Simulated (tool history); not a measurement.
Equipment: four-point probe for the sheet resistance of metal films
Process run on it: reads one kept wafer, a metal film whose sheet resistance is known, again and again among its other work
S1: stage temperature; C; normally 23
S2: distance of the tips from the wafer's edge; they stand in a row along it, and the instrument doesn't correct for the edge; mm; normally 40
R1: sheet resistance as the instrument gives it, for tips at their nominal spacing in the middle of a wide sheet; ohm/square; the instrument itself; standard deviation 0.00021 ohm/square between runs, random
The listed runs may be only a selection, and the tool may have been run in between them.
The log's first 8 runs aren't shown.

{"run": 9, "day": 10.692, "S1": 23, "S2": 7, "R1": 1.067958}
{"run": 10, "day": 11.429, "S1": 23, "S2": 40, "R1": 1.063218}
{"run": 11, "day": 12.242, "S1": 23, "S2": 40, "R1": 1.063768}
{"run": 12, "day": 13.738, "S1": 23, "S2": 40, "R1": 1.06385}
{"run": 13, "day": 14.717, "S1": 23, "S2": 69, "R1": 1.063605}
{"run": 14, "day": 15.446, "S1": 23, "S2": 69, "R1": 1.063302}
{"run": 15, "day": 16.479, "S1": 23, "S2": 69, "R1": 1.063365}
{"run": 16, "day": 17.992, "S1": 23, "S2": 40, "R1": 1.063786}
{"run": 17, "day": 19.6, "S1": 21, "S2": 3, "R1": 1.089972}
{"run": 18, "day": 20.629, "S1": 21, "S2": 3, "R1": 1.090078}
{"run": 19, "day": 22.3, "S1": 32, "S2": 11, "R1": 1.059617}
{"run": 20, "day": 23.279, "S1": 22, "S2": 33, "R1": 1.064351}
{"run": 21, "day": 23.996, "S1": 22, "S2": 33, "R1": 1.064271}
{"run": 22, "day": 25.129, "S1": 30, "S2": 40, "R1": 1.059302}
{"run": 23, "day": 25.975, "S1": 28, "S2": 13, "R1": 1.061742}
{"run": 24, "day": 27.675, "S1": 29, "S2": 26, "R1": 1.060434}
{"run": 25, "day": 28.679, "S1": 29, "S2": 26, "R1": 1.060328}
{"run": 26, "day": 30.358, "S1": 31, "S2": 46, "R1": 1.059115}
{"run": 27, "day": 31.542, "S1": 32, "S2": 40, "R1": 1.058265}
{"run": 28, "day": 32.421, "S1": 32, "S2": 40, "R1": 1.058328}
{"run": 29, "day": 33.467, "S1": 35, "S2": 11, "R1": 1.058391}
{"run": 30, "day": 34.188, "S1": 28, "S2": 51, "R1": 1.060559}
{"run": 31, "day": 35.883, "S1": 25, "S2": 5, "R1": 1.07174}

Below are 4 alternative next runs, each starting from the tool's condition after run 31. Predict each:
{"run": "A", "day": 37.183, "S1": 25, "S2": 56, "R1": "?"}
{"run": "B", "day": 37.183, "S1": 22, "S2": 4, "R1": "?"}
{"run": "C", "day": 37.183, "S1": 24, "S2": 28, "R1": "?"}
{"run": "D", "day": 37.183, "S1": 34, "S2": 7, "R1": "?"}

run=A R1=1.063468
run=B R1=1.078989
run=C R1=1.063886
run=D R1=1.061828
Take away the tool's hidden state, keep each run's random variation, and the runs would have read:
run=A R1=1.056641
run=B R1=1.072077
run=C R1=1.057059
run=D R1=1.054998

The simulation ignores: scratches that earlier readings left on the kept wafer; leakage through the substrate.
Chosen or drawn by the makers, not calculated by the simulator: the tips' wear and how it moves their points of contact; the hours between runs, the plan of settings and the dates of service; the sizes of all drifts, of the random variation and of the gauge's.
